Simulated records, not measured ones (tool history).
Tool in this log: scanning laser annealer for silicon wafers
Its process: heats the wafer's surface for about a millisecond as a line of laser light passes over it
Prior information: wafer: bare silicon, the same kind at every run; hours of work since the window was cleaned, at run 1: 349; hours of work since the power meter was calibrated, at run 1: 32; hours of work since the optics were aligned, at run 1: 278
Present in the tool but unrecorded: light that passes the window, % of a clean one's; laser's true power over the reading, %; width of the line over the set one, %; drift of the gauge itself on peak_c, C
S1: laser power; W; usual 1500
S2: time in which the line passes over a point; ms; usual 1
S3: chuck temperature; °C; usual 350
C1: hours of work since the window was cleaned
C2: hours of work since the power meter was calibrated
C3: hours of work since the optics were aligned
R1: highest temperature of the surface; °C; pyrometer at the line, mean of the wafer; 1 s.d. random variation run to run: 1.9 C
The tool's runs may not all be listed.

Run 1, hour 0: usual settings; C1 349; C2 32; C3 278. Result: R1 1104 °C.
Run 2, hour 7.7: usual settings; C1 353; C2 36; C3 281. Result: R1 1103 °C.
Run 3, hour 16.9: usual settings; C1 357; C2 40; C3 286. Result: R1 1104 °C.
Run 4, hour 32.7: usual settings; C1 364; C2 47; C3 293. Result: R1 1101 °C.
Run 5, hour 46: usual settings but S2 0.94 ms; C1 371; C2 53; C3 299. Result: R1 1079 °C.
Run 6, hour 57.3: usual settings but S2 1.13 ms; C1 376; C2 58; C3 304. Result: R1 1145 °C.
Run 7, hour 64.4: usual settings but S2 1.13 ms; C1 379; C2 61; C3 307. Result: R1 1146 °C.
Run 8, hour 79.2: usual settings; C1 386; C2 68; C3 314. Result: R1 1099 °C.
At hour 92.2: window over the wafer cleaned.
Run 9, hour 95.6: usual settings but S2 0.88 ms; C1 2; C2 75; C3 321. Result: R1 1109 °C.
Run 10, hour 109.1: usual settings but S2 0.88 ms, S3 321 °C; C1 8; C2 81; C3 327. Result: R1 1078 °C.
Run 11, hour 125.2: usual settings but S3 369 °C; C1 15; C2 88; C3 334. Result: R1 1170 °C.
Run 12, hour 138.8: usual settings but S3 369 °C; C1 21; C2 95; C3 340. Result: R1 1174 °C.
Run 13, hour 145.7: usual settings but S3 369 °C; C1 25; C2 98; C3 344. Result: R1 1170 °C.
At hour 151.5: optics aligned, line set to its width.
Run 14, hour 163.2: usual settings but S1 1495 W, S2 0.76 ms, S3 345 °C; C1 30; C2 104; C3 5. Result: R1 1039 °C.
Run 15, hour 177.2: usual settings but S1 1320 W, S2 0.76 ms, S3 326 °C; C1 37; C2 110; C3 12. Result: R1 918 °C.
Run 16, hour 185.2: usual settings but S1 1320 W, S2 0.76 ms, S3 326 °C; C1 40; C2 114; C3 15. Result: R1 915 °C.
Run 17, hour 199.9: usual settings but S1 1394 W, S2 0.98 ms, S3 380 °C; C1 47; C2 120; C3 22. Result: R1 1095 °C.
Run 18, hour 207.8: usual settings but S1 1555 W, S2 0.79 ms, S3 319 °C; C1 51; C2 124; C3 26. Result: R1 1062 °C.
Run 19, hour 220: usual settings but S2 0.73 ms, S3 354 °C; C1 56; C2 130; C3 31. Result: R1 1030 °C.
Run 20, hour 228: usual settings but S1 1518 W, S2 1.19 ms, S3 333 °C; C1 60; C2 133; C3 35. Result: R1 1211 °C.
Run 21, hour 235.9: usual settings but S1 1402 W, S2 1.22 ms, S3 378 °C; C1 64; C2 137; C3 39. Result: R1 1179 °C.
At hour 248.3: optics aligned, line set to its width, once more.
Run 22, hour 249.5: usual settings but S2 0.82 ms, S3 319 °C; C1 67; C2 141; C3 1. Result: R1 1054 °C.
Run 23, hour 262.1: usual settings but S2 0.94 ms, S3 319 °C; C1 73; C2 146; C3 6. Result: R1 1106 °C.
Run 24, hour 273.5: usual settings but S2 0.89 ms, S3 319 °C; C1 78; C2 152; C3 12. Result: R1 1079 °C.
Run 25, hour 287.9: usual settings but S2 0.89 ms, S3 319 °C; C1 85; C2 158; C3 18. Result: R1 1082 °C.
Run 26, hour 301.8: usual settings but S1 1564 W, S2 0.85 ms, S3 330 °C; C1 91; C2 165; C3 24. Result: R1 1115 °C.

Take each entry between the runs: how does the hidden state at the last listed run before it differ from the hidden state at the first listed run after it?
Run 8 -> run 9: window over the wafer cleaned (hour 92.2)
  light that passes the window, % of a clean one's: 93.73 -> 99.65; width of the line over the set one, %: 2.07 -> 2.11
  measured value less the no-hidden-state value, R1: -78 -> -16 °C
Run 13 -> run 14: optics aligned, line set to its width (hour 151.5)
  light that passes the window, % of a clean one's: 99.3 -> 99.21; width of the line over the set one, %: 2.23 -> 3.29
  measured value less the no-hidden-state value, R1: -21 -> -25 °C
Run 21 -> run 22: optics aligned, line set to its width, once more (hour 248.3)
  light that passes the window, % of a clean one's: 98.73 -> 98.67; width of the line over the set one, %: 3.46 -> 0.07
  measured value less the no-hidden-state value, R1: -35 -> -13 °C
